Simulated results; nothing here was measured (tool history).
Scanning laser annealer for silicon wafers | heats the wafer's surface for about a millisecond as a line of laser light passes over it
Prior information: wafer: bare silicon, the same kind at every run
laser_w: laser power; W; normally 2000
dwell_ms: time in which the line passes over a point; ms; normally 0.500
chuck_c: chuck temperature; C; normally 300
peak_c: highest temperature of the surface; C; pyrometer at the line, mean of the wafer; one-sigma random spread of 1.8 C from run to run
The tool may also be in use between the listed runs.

run 1 day=0.000 | laser_w=2000 dwell_ms=0.500 chuck_c=300 | peak_c=996
run 2 day=0.812 | laser_w=2000 dwell_ms=0.500 chuck_c=300 | peak_c=998
run 3 day=1.638 | laser_w=2000 dwell_ms=0.500 chuck_c=300 | peak_c=996
run 4 day=2.258 | laser_w=2000 dwell_ms=0.500 chuck_c=300 | peak_c=994
run 5 day=3.271 | laser_w=2000 dwell_ms=0.500 chuck_c=300 | peak_c=995
run 6 day=3.825 | laser_w=2000 dwell_ms=0.500 chuck_c=300 | peak_c=995
run 7 day=4.646 | laser_w=2000 dwell_ms=0.500 chuck_c=300 | peak_c=995
run 8 day=5.471 | laser_w=2000 dwell_ms=0.426 chuck_c=300 | peak_c=943
run 9 day=6.417 | laser_w=2000 dwell_ms=0.426 chuck_c=300 | peak_c=942
run 10 day=7.188 | laser_w=2000 dwell_ms=0.426 chuck_c=300 | peak_c=944
run 11 day=7.867 | laser_w=2000 dwell_ms=0.512 chuck_c=300 | peak_c=1002
run 12 day=8.588 | laser_w=2000 dwell_ms=0.500 chuck_c=300 | peak_c=997
run 13 day=9.562 | laser_w=2000 dwell_ms=0.500 chuck_c=300 | peak_c=995
run 14 day=10.546 | laser_w=2000 dwell_ms=0.500 chuck_c=300 | peak_c=994
run 15 day=11.046 | laser_w=2000 dwell_ms=0.500 chuck_c=319 | peak_c=1015
run 16 day=11.625 | laser_w=2000 dwell_ms=0.410 chuck_c=300 | peak_c=930
run 17 day=12.283 | laser_w=2000 dwell_ms=0.410 chuck_c=300 | peak_c=930
run 18 day=12.842 | laser_w=2000 dwell_ms=0.410 chuck_c=300 | peak_c=928
run 19 day=13.696 | laser_w=2000 dwell_ms=0.410 chuck_c=300 | peak_c=928
run 20 day=14.579 | laser_w=2000 dwell_ms=0.410 chuck_c=300 | peak_c=930
run 21 day=15.033 | laser_w=2000 dwell_ms=0.500 chuck_c=300 | peak_c=990

Run 22 comes next. What will it give?
run 22 day=16.067 | laser_w=2000 dwell_ms=0.500 chuck_c=300 | peak_c=?

peak_c: 992 C
The same run, on a tool lacking any hidden state, would have yielded peak_c 1007 C.

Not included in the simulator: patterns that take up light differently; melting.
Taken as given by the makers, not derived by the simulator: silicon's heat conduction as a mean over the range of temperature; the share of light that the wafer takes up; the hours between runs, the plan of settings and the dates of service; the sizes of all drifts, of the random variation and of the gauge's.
